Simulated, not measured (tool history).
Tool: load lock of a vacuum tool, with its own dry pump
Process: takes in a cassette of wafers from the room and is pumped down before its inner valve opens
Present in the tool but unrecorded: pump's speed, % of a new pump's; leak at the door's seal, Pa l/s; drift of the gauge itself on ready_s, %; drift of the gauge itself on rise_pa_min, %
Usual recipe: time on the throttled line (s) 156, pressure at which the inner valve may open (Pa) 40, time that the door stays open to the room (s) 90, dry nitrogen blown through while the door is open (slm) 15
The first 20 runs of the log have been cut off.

run    hour  time on the throttled line (s)  pressure at which the inner valve may open (Pa)  time that the door stays open to the room (s)  dry nitrogen blown through while the door is open (slm)  hours that the pump has run since its overhaul  times that the door has closed on its seal  incoming humidity of the room's air, %  time from the closed door until the inner valve may open (s)  rise of the pressure with all valves shut (Pa/min)
 21  3927.0                             104                                               31                                             90                                                        7                                            4455                                       14903                                    43.1                                                         179.5                                               0.133
 22  4117.8                             104                                               31                                             90                                                        7                                            4646                                       15377                                    44.8                                                         180.2                                               0.146
 23  4313.3                             104                                               31                                             90                                                        7                                            4842                                       15863                                    45.6                                                         180.6                                               0.152
 24  4499.8                             289                                               72                                             90                                                       15                                            5028                                       16327                                    45.0                                                         337.2                                               0.151
 25  4621.2                             146                                               40                                             61                                                        7                                            5149                                       16629                                    44.2                                                         214.9                                               0.143
 26  4833.3                             146                                               40                                             61                                                        7                                            5361                                       17156                                    43.8                                                         215.0                                               0.146
 27  5025.8                             156                                               40                                             90                                                       15                                            5554                                       17635                                    46.3                                                         223.9                                               0.167
 28  5284.2                             156                                               40                                             90                                                       15                                            5812                                       18278                                    44.1                                                         225.8                                               0.164
 29  5418.6                             156                                               40                                             90                                                       15                                            5947                                       18612                                    45.8                                                         223.3                                               0.166
 30  5591.0                             156                                               40                                             90                                                       15                                            6119                                       19041                                    48.1                                                         224.3                                               0.179
 31  5732.3                             302                                               40                                             37                                                       15                                            6261                                       19392                                    43.7                                                         353.6                                               0.159
 32  5925.9                             146                                               44                                             37                                                       15                                            6454                                       19873                                    46.4                                                         213.8                                               0.153
 33  6141.2                             156                                               52                                             37                                                       15                                            6669                                       20409                                    46.7                                                         222.6                                               0.165
 34  6342.2                             156                                               52                                             37                                                       15                                            6870                                       20909                                    43.4                                                         220.6                                               0.166
 35  6526.7                             157                                               40                                             34                                                       22                                            7055                                       21367                                    46.1                                                         225.3                                               0.167
 36  6787.1                             156                                               36                                             90                                                       27                                            7315                                       22015                                    48.3                                                         225.0                                               0.192
 37  6963.8                              96                                               48                                             90                                                        8                                            7492                                       22454                                    46.7                                                         169.5                                               0.211
 38  7199.1                              96                                               48                                             90                                                        8                                            7727                                       23039                                    46.4                                                         169.3                                               0.212

Each row is a separate what-if for the run after 38, all from the same tool condition, not one after another. Results?
  A  7325.7                              96                                               48                                            108                                                        8                                            7854                                       23354                                    47.1                                                             ?                                                   ?
  B  7325.7                             156                                               35                                             87                                                       15                                            7854                                       23354                                    47.1                                                             ?                                                   ?
  C  7325.7                              85                                               48                                             90                                                        7                                            7854                                       23354                                    43.7                                                             ?                                                   ?

run  time from the closed door until the inner valve may open (s)  rise of the pressure with all valves shut (Pa/min)
  A                                                         169.4                                               0.232
  B                                                         227.5                                               0.212
  C                                                         160.1                                               0.208
What these runs would have given with no unlogged condition in the tool:
run  time from the closed door until the inner valve may open (s)  rise of the pressure with all valves shut (Pa/min)
  A                                                         164.7                                               0.067
  B                                                         222.9                                               0.050
  C                                                         155.2                                               0.050
